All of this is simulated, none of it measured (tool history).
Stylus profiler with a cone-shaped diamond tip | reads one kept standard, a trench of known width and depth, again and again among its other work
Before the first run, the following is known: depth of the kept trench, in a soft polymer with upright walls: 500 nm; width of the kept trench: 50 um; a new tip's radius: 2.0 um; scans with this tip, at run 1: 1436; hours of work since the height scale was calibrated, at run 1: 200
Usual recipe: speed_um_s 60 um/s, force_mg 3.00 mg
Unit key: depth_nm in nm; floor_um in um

| run | hour | speed_um_s | force_mg | scans with this tip | hours of work since the height scale was calibrated | depth_nm | floor_um |
|---|---|---|---|---|---|---|---|
| 1 | 0.0 | 60 | 3.00 | 1436 | 200 | 505.88 | 46.97 |
| 2 | 61.3 | 60 | 3.00 | 1775 | 247 | 505.82 | 46.83 |
| 3 | 122.6 | 16 | 3.00 | 2115 | 294 | 506.00 | 47.07 |
| 4 | 159.5 | 16 | 7.27 | 2319 | 322 | 510.62 | 47.16 |
| 5 | 196.5 | 60 | 3.00 | 2524 | 351 | 505.72 | 46.86 |
| 6 | 264.9 | 60 | 3.00 | 2903 | 404 | 505.46 | 46.83 |
| 7 | 328.3 | 60 | 3.00 | 3254 | 452 | 505.47 | 46.77 |
| 8 | 364.4 | 60 | 3.00 | 3454 | 480 | 505.30 | 46.69 |
| 9 | 428.0 | 117 | 3.00 | 3806 | 529 | 505.10 | 46.35 |
| 10 | 473.8 | 15 | 3.00 | 4060 | 564 | 504.92 | 46.91 |
| 11 | 537.9 | 15 | 3.00 | 4415 | 614 | 505.06 | 46.92 |
| 12 | 598.7 | 15 | 3.00 | 4752 | 661 | 505.13 | 46.88 |
| 13 | 639.4 | 173 | 7.59 | 4977 | 692 | 510.14 | 46.34 |
| 14 | 673.5 | 129 | 6.24 | 5166 | 718 | 508.75 | 46.46 |

Expected results for the next run?
| 15 | 710.9 | 42 | 2.75 | 5374 | 747 | ? | ? |

For run 15 the tool returned depth_nm 504.77 nm, floor_um 46.66 um.
Take away the tool's hidden state, keep the run-to-run variation as it was, and the same run would have given depth_nm 505.78 nm, floor_um 47.12 um.
